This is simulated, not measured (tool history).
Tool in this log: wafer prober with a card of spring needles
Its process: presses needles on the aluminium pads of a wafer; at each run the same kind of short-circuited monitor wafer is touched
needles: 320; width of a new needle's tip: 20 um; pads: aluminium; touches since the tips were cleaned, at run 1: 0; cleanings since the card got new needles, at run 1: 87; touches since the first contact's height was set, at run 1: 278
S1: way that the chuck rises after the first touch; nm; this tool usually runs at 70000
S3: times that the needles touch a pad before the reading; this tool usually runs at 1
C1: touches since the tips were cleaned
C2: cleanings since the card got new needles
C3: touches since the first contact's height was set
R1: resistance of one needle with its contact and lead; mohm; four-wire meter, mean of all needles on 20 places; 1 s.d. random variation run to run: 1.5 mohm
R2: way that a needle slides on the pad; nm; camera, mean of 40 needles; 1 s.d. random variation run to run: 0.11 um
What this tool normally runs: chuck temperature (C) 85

{"run": 1, "hour": 0.0, "S1": 70000, "chuck temperature (C)": 85, "S3": 1, "C1": 0, "C2": 87, "C3": 278, "R1": 145, "R2": 14610}
{"hour": 4.7, "done": "tips cleaned on abrasive film"}
{"hour": 8.5, "done": "tips cleaned on abrasive film"}
{"hour": 13.2, "done": "tips cleaned on abrasive film"}
{"hour": 17.1, "done": "tips cleaned on abrasive film"}
{"run": 2, "hour": 17.1, "S1": 70000, "chuck temperature (C)": 85, "S3": 1, "C1": 0, "C2": 91, "C3": 7648, "R1": 146, "R2": 14500}
{"hour": 21.8, "done": "tips cleaned on abrasive film"}
{"hour": 26.5, "done": "tips cleaned on abrasive film"}
{"run": 3, "hour": 29.8, "S1": 70000, "chuck temperature (C)": 85, "S3": 1, "C1": 1469, "C2": 93, "C3": 13168, "R1": 179, "R2": 14540}
{"hour": 30.9, "done": "tips cleaned on abrasive film"}
{"hour": 35.6, "done": "tips cleaned on abrasive film"}
{"hour": 40.3, "done": "tips cleaned on abrasive film"}
{"run": 4, "hour": 40.5, "S1": 70000, "chuck temperature (C)": 85, "S3": 1, "C1": 112, "C2": 96, "C3": 17747, "R1": 149, "R2": 14860}
{"hour": 44.3, "done": "tips cleaned on abrasive film"}
{"hour": 49.0, "done": "tips cleaned on abrasive film"}
{"hour": 53.7, "done": "tips cleaned on abrasive film"}
{"hour": 58.4, "done": "tips cleaned on abrasive film"}
{"run": 5, "hour": 60.4, "S1": 70000, "chuck temperature (C)": 85, "S3": 1, "C1": 853, "C2": 100, "C3": 26316, "R1": 169, "R2": 14580}
{"hour": 62.3, "done": "tips cleaned on abrasive film"}
{"hour": 66.1, "done": "tips cleaned on abrasive film"}
{"hour": 70.8, "done": "tips cleaned on abrasive film"}
{"run": 6, "hour": 73.1, "S1": 70000, "chuck temperature (C)": 85, "S3": 1, "C1": 1004, "C2": 103, "C3": 31785, "R1": 168, "R2": 14550}
{"hour": 75.0, "done": "tips cleaned on abrasive film"}
{"hour": 79.7, "done": "tips cleaned on abrasive film"}
{"hour": 83.6, "done": "tips cleaned on abrasive film"}
{"run": 7, "hour": 83.6, "S1": 70000, "chuck temperature (C)": 85, "S3": 1, "C1": 0, "C2": 106, "C3": 36298, "R1": 146, "R2": 14410}
{"hour": 88.3, "done": "tips cleaned on abrasive film"}
{"hour": 93.0, "done": "tips cleaned on abrasive film"}
{"run": 8, "hour": 94.4, "S1": 70000, "chuck temperature (C)": 85, "S3": 1, "C1": 630, "C2": 108, "C3": 40986, "R1": 161, "R2": 14480}
{"hour": 97.3, "done": "tips cleaned on abrasive film"}
{"hour": 102.0, "done": "tips cleaned on abrasive film"}
{"hour": 106.7, "done": "tips cleaned on abrasive film"}
{"run": 9, "hour": 109.6, "S1": 70000, "chuck temperature (C)": 85, "S3": 1, "C1": 1274, "C2": 111, "C3": 47538, "R1": 173, "R2": 14410}
{"hour": 110.6, "done": "tips cleaned on abrasive film"}
{"hour": 114.4, "done": "tips cleaned on abrasive film"}
{"hour": 119.1, "done": "tips cleaned on abrasive film"}
{"hour": 123.8, "done": "tips cleaned on abrasive film"}
{"hour": 128.5, "done": "tips cleaned on abrasive film"}
{"run": 10, "hour": 129.0, "S1": 70000, "chuck temperature (C)": 29, "S3": 1, "C1": 227, "C2": 116, "C3": 55884, "R1": 144, "R2": 14620}
{"hour": 132.8, "done": "tips cleaned on abrasive film"}
{"hour": 137.5, "done": "tips cleaned on abrasive film"}
{"hour": 142.2, "done": "tips cleaned on abrasive film"}
{"hour": 146.9, "done": "tips cleaned on abrasive film"}
{"run": 11, "hour": 149.0, "S1": 85000, "chuck temperature (C)": 29, "S3": 1, "C1": 944, "C2": 120, "C3": 64524, "R1": 150, "R2": 17650}
{"hour": 151.0, "done": "tips cleaned on abrasive film"}
{"hour": 155.7, "done": "tips cleaned on abrasive film"}
{"hour": 160.4, "done": "tips cleaned on abrasive film"}
{"hour": 165.1, "done": "tips cleaned on abrasive film"}
{"run": 12, "hour": 165.7, "S1": 85000, "chuck temperature (C)": 29, "S3": 1, "C1": 276, "C2": 124, "C3": 71704, "R1": 136, "R2": 17390}
{"hour": 169.5, "done": "tips cleaned on abrasive film"}
{"hour": 173.3, "done": "tips cleaned on abrasive film"}
{"hour": 178.0, "done": "tips cleaned on abrasive film"}
{"run": 13, "hour": 180.5, "S1": 70000, "chuck temperature (C)": 48, "S3": 1, "C1": 1097, "C2": 127, "C3": 78080, "R1": 167, "R2": 14190}
{"hour": 182.4, "done": "tips cleaned on abrasive film"}
{"hour": 186.2, "done": "tips cleaned on abrasive film"}
{"hour": 190.9, "done": "tips cleaned on abrasive film"}
{"run": 14, "hour": 193.5, "S1": 70000, "chuck temperature (C)": 48, "S3": 1, "C1": 1136, "C2": 130, "C3": 83683, "R1": 168, "R2": 14260}
{"hour": 195.4, "done": "tips cleaned on abrasive film"}
{"hour": 200.1, "done": "tips cleaned on abrasive film"}
{"hour": 204.8, "done": "tips cleaned on abrasive film"}
{"hour": 209.5, "done": "tips cleaned on abrasive film"}
{"run": 15, "hour": 211.6, "S1": 70000, "chuck temperature (C)": 48, "S3": 1, "C1": 896, "C2": 134, "C3": 91481, "R1": 164, "R2": 14240}
{"hour": 213.5, "done": "tips cleaned on abrasive film"}
{"hour": 218.2, "done": "tips cleaned on abrasive film"}
{"hour": 222.9, "done": "tips cleaned on abrasive film"}
{"run": 16, "hour": 226.4, "S1": 89000, "chuck temperature (C)": 48, "S3": 1, "C1": 1548, "C2": 137, "C3": 97900, "R1": 157, "R2": 18170}
{"hour": 227.5, "done": "tips cleaned on abrasive film"}
{"hour": 232.2, "done": "tips cleaned on abrasive film"}
{"hour": 236.9, "done": "tips cleaned on abrasive film"}
{"hour": 241.6, "done": "tips cleaned on abrasive film"}
{"run": 17, "hour": 243.3, "S1": 70000, "chuck temperature (C)": 79, "S3": 1, "C1": 759, "C2": 141, "C3": 105155, "R1": 165, "R2": 14190}
{"hour": 246.2, "done": "tips cleaned on abrasive film"}
{"hour": 249.9, "done": "tips cleaned on abrasive film"}
{"hour": 254.7, "done": "tips cleaned on abrasive film"}
{"run": 18, "hour": 257.1, "S1": 70000, "chuck temperature (C)": 79, "S3": 1, "C1": 1093, "C2": 144, "C3": 111121, "R1": 173, "R2": 14340}
{"hour": 259.1, "done": "tips cleaned on abrasive film"}
{"hour": 263.8, "done": "tips cleaned on abrasive film"}
{"run": 19, "hour": 266.8, "S1": 70000, "chuck temperature (C)": 79, "S3": 1, "C1": 1329, "C2": 146, "C3": 115292, "R1": 178, "R2": 14260}
{"hour": 267.8, "done": "tips cleaned on abrasive film"}
{"hour": 272.5, "done": "tips cleaned on abrasive film"}
{"hour": 277.2, "done": "tips cleaned on abrasive film"}
{"hour": 281.9, "done": "tips cleaned on abrasive film"}
{"run": 20, "hour": 283.1, "S1": 70000, "chuck temperature (C)": 85, "S3": 1, "C1": 525, "C2": 150, "C3": 122312, "R1": 164, "R2": 14010}
{"hour": 286.0, "done": "tips cleaned on abrasive film"}
{"hour": 289.8, "done": "tips cleaned on abrasive film"}
{"hour": 294.5, "done": "tips cleaned on abrasive film"}
{"hour": 299.2, "done": "tips cleaned on abrasive film"}
{"hour": 303.3, "done": "tips cleaned on abrasive film"}
{"run": 21, "hour": 303.3, "S1": 83000, "chuck temperature (C)": 27, "S3": 1, "C1": 0, "C2": 155, "C3": 131000, "R1": 132, "R2": 17010}
{"hour": 308.0, "done": "tips cleaned on abrasive film"}
{"hour": 312.7, "done": "tips cleaned on abrasive film"}
{"run": 22, "hour": 315.0, "S1": 72000, "chuck temperature (C)": 114, "S3": 1, "C1": 1015, "C2": 157, "C3": 136076, "R1": 177, "R2": 14500}
{"hour": 317.0, "done": "tips cleaned on abrasive film"}
{"hour": 321.7, "done": "tips cleaned on abrasive film"}
{"run": 23, "hour": 324.6, "S1": 81000, "chuck temperature (C)": 84, "S3": 1, "C1": 1286, "C2": 159, "C3": 140202, "R1": 166, "R2": 16310}
{"hour": 325.6, "done": "tips cleaned on abrasive film"}
{"hour": 330.3, "done": "tips cleaned on abrasive film"}
{"hour": 335.0, "done": "tips cleaned on abrasive film"}
{"run": 24, "hour": 338.6, "S1": 51000, "chuck temperature (C)": 85, "S3": 2, "C1": 1577, "C2": 162, "C3": 146248, "R1": 205, "R2": 9930}
{"hour": 339.6, "done": "tips cleaned on abrasive film"}
{"hour": 343.4, "done": "tips cleaned on abrasive film"}
{"hour": 348.1, "done": "tips cleaned on abrasive film"}
{"hour": 352.8, "done": "tips cleaned on abrasive film"}
{"run": 25, "hour": 356.0, "S1": 51000, "chuck temperature (C)": 85, "S3": 2, "C1": 1395, "C2": 166, "C3": 153733, "R1": 197, "R2": 9820}
{"hour": 357.0, "done": "tips cleaned on abrasive film"}
{"hour": 361.7, "done": "tips cleaned on abrasive film"}
{"hour": 366.4, "done": "tips cleaned on abrasive film"}
{"hour": 371.1, "done": "tips cleaned on abrasive film"}
{"hour": 375.8, "done": "tips cleaned on abrasive film"}
{"run": 26, "hour": 376.0, "S1": 51000, "chuck temperature (C)": 85, "S3": 2, "C1": 87, "C2": 171, "C3": 162347, "R1": 164, "R2": 9970}
{"hour": 379.8, "done": "tips cleaned on abrasive film"}
{"hour": 384.5, "done": "tips cleaned on abrasive film"}
{"run": 27, "hour": 385.9, "S1": 68000, "chuck temperature (C)": 85, "S3": 3, "C1": 592, "C2": 173, "C3": 166595, "R1": 149, "R2": 13560}

3 ways to go on from here, each from the tool as it stands after run 27. What would each give?
{"hour": 388.7, "done": "tips cleaned on abrasive film"}
{"hour": 393.4, "done": "tips cleaned on abrasive film"}
{"hour": 397.4, "done": "height of the first contact set anew"}
{"hour": 398.4, "done": "tips cleaned on abrasive film"}
{"hour": 403.1, "done": "tips cleaned on abrasive film"}
{"run": "A", "hour": 404.6, "S1": 77000, "chuck temperature (C)": 50, "S3": 1, "C1": 660, "C2": 177, "C3": 3097, "R1": "?", "R2": "?"}
{"hour": 388.7, "done": "tips cleaned on abrasive film"}
{"hour": 393.4, "done": "tips cleaned on abrasive film"}
{"hour": 397.4, "done": "height of the first contact set anew"}
{"hour": 398.4, "done": "tips cleaned on abrasive film"}
{"hour": 403.1, "done": "tips cleaned on abrasive film"}
{"run": "B", "hour": 404.6, "S1": 64000, "chuck temperature (C)": 36, "S3": 1, "C1": 660, "C2": 177, "C3": 3097, "R1": "?", "R2": "?"}
{"hour": 388.7, "done": "tips cleaned on abrasive film"}
{"hour": 393.4, "done": "tips cleaned on abrasive film"}
{"hour": 397.4, "done": "height of the first contact set anew"}
{"hour": 398.4, "done": "tips cleaned on abrasive film"}
{"hour": 403.1, "done": "tips cleaned on abrasive film"}
{"run": "C", "hour": 404.6, "S1": 85000, "chuck temperature (C)": 85, "S3": 1, "C1": 660, "C2": 177, "C3": 3097, "R1": "?", "R2": "?"}

run=A R1=147 R2=16160
run=B R1=157 R2=13240
run=C R1=151 R2=17820
What these runs would have given with no unlogged condition in the tool:
run=A R1=129 R2=16180
run=B R1=132 R2=13260
run=C R1=137 R2=17840

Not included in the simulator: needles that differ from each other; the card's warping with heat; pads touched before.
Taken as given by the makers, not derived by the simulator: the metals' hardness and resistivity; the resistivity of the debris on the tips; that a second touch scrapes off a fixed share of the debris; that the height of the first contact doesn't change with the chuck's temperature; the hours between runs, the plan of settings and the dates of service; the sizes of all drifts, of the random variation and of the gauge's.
